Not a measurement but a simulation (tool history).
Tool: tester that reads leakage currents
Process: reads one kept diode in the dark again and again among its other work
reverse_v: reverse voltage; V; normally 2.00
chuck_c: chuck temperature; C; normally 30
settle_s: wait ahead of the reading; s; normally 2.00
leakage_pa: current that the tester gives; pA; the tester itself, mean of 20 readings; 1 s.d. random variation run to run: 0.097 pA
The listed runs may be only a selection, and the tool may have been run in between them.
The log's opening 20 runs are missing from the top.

| run | hour | reverse_v | chuck_c | settle_s | hours of work since the probe card was cleaned | hours of work since the tester was calibrated | hours of work since the chuck was calibrated | leakage_pa |
|---|---|---|---|---|---|---|---|---|
| 21 | 932.4 | 7.90 | 20 | 0.53 | 1886 | 1669 | 31 | 29.22 |
| 22 | 999.9 | 7.90 | 20 | 0.53 | 1922 | 1705 | 67 | 29.12 |
| 23 | 1054.8 | 7.90 | 20 | 0.53 | 1951 | 1734 | 96 | 29.07 |
| 24 | 1102.4 | 7.90 | 20 | 0.53 | 1977 | 1760 | 122 | 29.00 |
| 25 | 1157.2 | 16.25 | 33 | 1.28 | 2006 | 1789 | 151 | 95.56 |
| 26 | 1218.2 | 4.39 | 22 | 0.42 | 2039 | 1822 | 184 | 24.70 |
| 27 | 1251.3 | 4.39 | 22 | 0.42 | 2056 | 1839 | 202 | 24.56 |
| 28 | 1285.8 | 4.39 | 22 | 0.42 | 2075 | 1858 | 220 | 24.60 |
|  | 1295.5 | probe card cleaned and baked |
| 29 | 1353.7 | 4.39 | 22 | 0.42 | 31 | 1893 | 255 | 25.06 |
|  | 1411.1 | probe card cleaned and baked, once more |
| 30 | 1411.4 | 3.05 | 23 | 9.00 | 0 | 1922 | 284 | 18.20 |
| 31 | 1478.4 | 3.05 | 23 | 9.00 | 36 | 1958 | 320 | 18.18 |
| 32 | 1517.3 | 3.05 | 23 | 2.23 | 57 | 1979 | 341 | 18.58 |
| 33 | 1558.5 | 4.56 | 30 | 2.00 | 79 | 2001 | 363 | 38.95 |
| 34 | 1622.8 | 4.56 | 30 | 2.00 | 113 | 2035 | 397 | 38.82 |
| 35 | 1692.8 | 2.00 | 29 | 2.00 | 151 | 2072 | 435 | 25.00 |
| 36 | 1728.8 | 2.67 | 29 | 1.83 | 170 | 2092 | 454 | 28.30 |
| 37 | 1765.5 | 8.07 | 30 | 5.37 | 190 | 2111 | 474 | 49.72 |
| 38 | 1813.9 | 3.90 | 57 | 1.19 | 216 | 2137 | 499 | 259.64 |
| 39 | 1879.5 | 1.04 | 30 | 3.75 | 251 | 2172 | 535 | 19.90 |

Here are 4 independent what-if runs from the current tool condition. What would each one return?
| A | 1914.4 | 1.04 | 21 | 3.75 | 269 | 2191 | 553 | ? |
| B | 1914.4 | 3.96 | 37 | 7.82 | 269 | 2191 | 553 | ? |
| C | 1914.4 | 2.84 | 26 | 3.89 | 269 | 2191 | 553 | ? |
| D | 1914.4 | 1.74 | 30 | 3.75 | 269 | 2191 | 553 | ? |

| run | leakage_pa |
|---|---|
| A | 9.50 |
| B | 61.56 |
| C | 22.60 |
| D | 24.94 |
With the hidden condition removed and each run's random variation left untouched, the same runs would have given:
| run | leakage_pa |
|---|---|
| A | 9.82 |
| B | 63.59 |
| C | 23.32 |
| D | 25.77 |
